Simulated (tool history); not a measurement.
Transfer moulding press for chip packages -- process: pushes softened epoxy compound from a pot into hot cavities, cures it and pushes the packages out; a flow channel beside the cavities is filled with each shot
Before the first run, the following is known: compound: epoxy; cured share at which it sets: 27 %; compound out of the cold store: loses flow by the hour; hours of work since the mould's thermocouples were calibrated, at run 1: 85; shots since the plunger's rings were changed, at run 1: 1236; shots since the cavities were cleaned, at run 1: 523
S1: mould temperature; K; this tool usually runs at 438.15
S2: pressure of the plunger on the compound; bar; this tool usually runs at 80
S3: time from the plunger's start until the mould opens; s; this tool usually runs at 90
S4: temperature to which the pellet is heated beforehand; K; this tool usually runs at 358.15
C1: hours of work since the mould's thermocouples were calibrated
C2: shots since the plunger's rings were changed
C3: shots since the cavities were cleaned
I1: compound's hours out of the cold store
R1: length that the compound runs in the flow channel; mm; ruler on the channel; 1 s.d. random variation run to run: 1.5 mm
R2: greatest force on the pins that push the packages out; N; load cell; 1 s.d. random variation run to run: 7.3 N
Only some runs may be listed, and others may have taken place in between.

| run | hour | S1 | S2 | S3 | S4 | C1 | C2 | C3 | I1 | R1 | R2 |
|---|---|---|---|---|---|---|---|---|---|---|---|
| 1 | 0 | 438.15 | 80 | 90 | 358.15 | 85 | 1236 | 523 | 16 | 783 | 527 |
|  | 5.3 | cavities cleaned with cleaning compound and waxed |
| 2 | 12.8 | 438.15 | 80 | 90 | 358.15 | 92 | 1387 | 101 | 12.3 | 796 | 592 |
| 3 | 24.6 | 438.15 | 80 | 90 | 358.15 | 99 | 1545 | 259 | 45.1 | 704 | 627 |
| 4 | 38.9 | 439.15 | 80 | 90 | 358.15 | 108 | 1736 | 450 | 33.7 | 729 | 614 |
|  | 49.7 | cavities cleaned with cleaning compound and waxed |
| 5 | 54.3 | 438.15 | 80 | 90 | 358.15 | 117 | 1921 | 61 | 13.9 | 776 | 345 |
| 6 | 64.4 | 438.15 | 80 | 90 | 358.15 | 123 | 2056 | 196 | 21.3 | 757 | 419 |
| 7 | 75.5 | 438.15 | 80 | 90 | 358.15 | 130 | 2205 | 345 | 20.5 | 757 | 469 |
|  | 85.6 | cavities cleaned with cleaning compound and waxed, once more |
| 8 | 90.7 | 438.15 | 80 | 90 | 358.15 | 138 | 2388 | 68 | 18.1 | 761 | 365 |
| 9 | 104.3 | 438.15 | 80 | 90 | 358.15 | 147 | 2569 | 249 | 17.6 | 759 | 434 |
|  | 116.7 | plunger's sealing rings changed |
| 10 | 122.6 | 438.15 | 80 | 128 | 358.15 | 157 | 78 | 460 | 34.9 | 747 | 478 |
|  | 133.1 | cavities cleaned with cleaning compound and waxed |
| 11 | 134.8 | 438.15 | 80 | 128 | 358.15 | 163 | 221 | 23 | 47.7 | 714 | 291 |
| 12 | 145 | 438.15 | 80 | 128 | 358.15 | 170 | 356 | 158 | 34.5 | 746 | 368 |
| 13 | 156.2 | 438.15 | 80 | 128 | 358.15 | 176 | 506 | 308 | 22.5 | 774 | 414 |
| 14 | 170.2 | 438.15 | 80 | 128 | 358.15 | 185 | 694 | 496 | 38.2 | 733 | 481 |
|  | 178.2 | cavities cleaned with cleaning compound and waxed |
| 15 | 178.6 | 438.15 | 86.1 | 128 | 358.15 | 189 | 785 | 4 | 15.4 | 820 | 282 |
| 16 | 193.8 | 438.15 | 60.7 | 124 | 353.15 | 199 | 989 | 208 | 30.7 | 652 | 389 |
| 17 | 201.3 | 438.15 | 60.7 | 124 | 353.15 | 203 | 1089 | 308 | 47.5 | 613 | 426 |
| 18 | 217.1 | 438.15 | 60.7 | 124 | 353.15 | 213 | 1299 | 518 | 15.7 | 683 | 487 |
|  | 222.8 | cavities cleaned with cleaning compound and waxed |
| 19 | 231.1 | 438.15 | 64.7 | 85 | 353.15 | 221 | 1467 | 111 | 34.2 | 658 | 401 |
| 20 | 242.2 | 438.15 | 64.7 | 85 | 353.15 | 228 | 1616 | 260 | 33 | 658 | 479 |

Run 21, settings as shown, results not yet in. Your forecast:
| 21 | 258.4 | 438.15 | 88.2 | 85 | 357.15 | 238 | 1831 | 475 | 10.2 | ? | ? |

{"run 21": {"R1": 829, "R2": 555}}
On a tool with no hidden condition, and with the same random variation, this run would have come out at R1 857 mm, R2 320 N.

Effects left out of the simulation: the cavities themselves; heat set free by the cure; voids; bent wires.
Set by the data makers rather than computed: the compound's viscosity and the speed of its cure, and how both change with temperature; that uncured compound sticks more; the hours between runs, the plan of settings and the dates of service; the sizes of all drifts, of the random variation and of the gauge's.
